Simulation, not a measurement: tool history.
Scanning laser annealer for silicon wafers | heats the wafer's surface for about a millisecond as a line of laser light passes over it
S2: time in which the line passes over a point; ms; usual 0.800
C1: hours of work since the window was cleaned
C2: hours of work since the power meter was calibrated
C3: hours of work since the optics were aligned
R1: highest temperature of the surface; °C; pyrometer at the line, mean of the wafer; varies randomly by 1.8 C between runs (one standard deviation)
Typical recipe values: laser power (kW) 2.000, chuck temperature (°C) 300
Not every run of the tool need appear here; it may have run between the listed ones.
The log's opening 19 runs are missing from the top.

Run 20, hour 199.7: usual settings; C1 231; C2 159; C3 374. Result: R1 1065 °C.
Run 21, hour 212.1: usual settings; C1 238; C2 167; C3 382. Result: R1 1067 °C.
Run 22, hour 224.9: usual settings but S2 0.983 ms; C1 246; C2 174; C3 389. Result: R1 1160 °C.
Run 23, hour 236.2: usual settings but laser power (kW) 2.128, S2 0.730 ms, chuck temperature (°C) 339; C1 252; C2 181; C3 396. Result: R1 1119 °C.
Run 24, hour 251.0: usual settings but laser power (kW) 2.128, S2 0.926 ms, chuck temperature (°C) 331; C1 261; C2 189; C3 404. Result: R1 1219 °C.
Run 25, hour 262.5: usual settings but laser power (kW) 1.838, S2 0.830 ms; C1 268; C2 196; C3 411. Result: R1 1009 °C.
Run 26, hour 272.8: usual settings but S2 0.741 ms, chuck temperature (°C) 329; C1 274; C2 202; C3 417. Result: R1 1059 °C.
Run 27, hour 284.1: usual settings but laser power (kW) 1.712, S2 0.600 ms, chuck temperature (°C) 263; C1 280; C2 209; C3 424. Result: R1 808 °C.
Run 28, hour 293.8: usual settings but laser power (kW) 2.017, S2 0.667 ms, chuck temperature (°C) 307; C1 286; C2 214; C3 429. Result: R1 1007 °C.
Run 29, hour 303.9: usual settings but laser power (kW) 2.017, S2 0.889 ms, chuck temperature (°C) 295; C1 292; C2 220; C3 435. Result: R1 1112 °C.
Run 30, hour 313.5: usual settings but laser power (kW) 2.017, S2 0.889 ms, chuck temperature (°C) 295; C1 297; C2 226; C3 441. Result: R1 1116 °C.
Run 31, hour 326.1: usual settings but laser power (kW) 2.017, S2 0.833 ms, chuck temperature (°C) 275; C1 305; C2 233; C3 448. Result: R1 1067 °C.
Run 32, hour 334.1: usual settings but laser power (kW) 2.017, S2 0.833 ms, chuck temperature (°C) 275; C1 309; C2 238; C3 453. Result: R1 1064 °C.
Run 33, hour 347.5: usual settings but laser power (kW) 2.017, S2 0.833 ms, chuck temperature (°C) 275; C1 317; C2 245; C3 460. Result: R1 1063 °C.
Run 34, hour 355.1: usual settings but laser power (kW) 2.187, S2 0.978 ms, chuck temperature (°C) 286; C1 322; C2 250; C3 465. Result: R1 1232 °C.
Run 35, hour 369.1: usual settings but laser power (kW) 1.823, S2 0.766 ms, chuck temperature (°C) 283; C1 330; C2 258; C3 473. Result: R1 953 °C.
Run 36, hour 375.7: usual settings but laser power (kW) 1.993, S2 0.664 ms, chuck temperature (°C) 278; C1 334; C2 262; C3 477. Result: R1 965 °C.
Run 37, hour 390.4: usual settings but laser power (kW) 1.993, S2 0.664 ms, chuck temperature (°C) 278; C1 342; C2 270; C3 485. Result: R1 966 °C.
Run 38, hour 403.4: usual settings but laser power (kW) 1.993, S2 0.664 ms, chuck temperature (°C) 278; C1 350; C2 278; C3 493. Result: R1 966 °C.
Run 39, hour 416.6: usual settings but S2 0.900 ms; C1 357; C2 286; C3 501. Result: R1 1119 °C.
Run 40, hour 425.2: usual settings but S2 0.768 ms; C1 362; C2 291; C3 506. Result: R1 1049 °C.

Expected results for the next run?
Run 41, hour 440.5: usual settings but laser power (kW) 1.906, S2 0.696 ms, chuck temperature (°C) 310; C1 371; C2 300; C3 515. Result: R1 ?.

R1: 979 °C
Minus the tool's unlogged condition, the same run would have read R1 979 °C.

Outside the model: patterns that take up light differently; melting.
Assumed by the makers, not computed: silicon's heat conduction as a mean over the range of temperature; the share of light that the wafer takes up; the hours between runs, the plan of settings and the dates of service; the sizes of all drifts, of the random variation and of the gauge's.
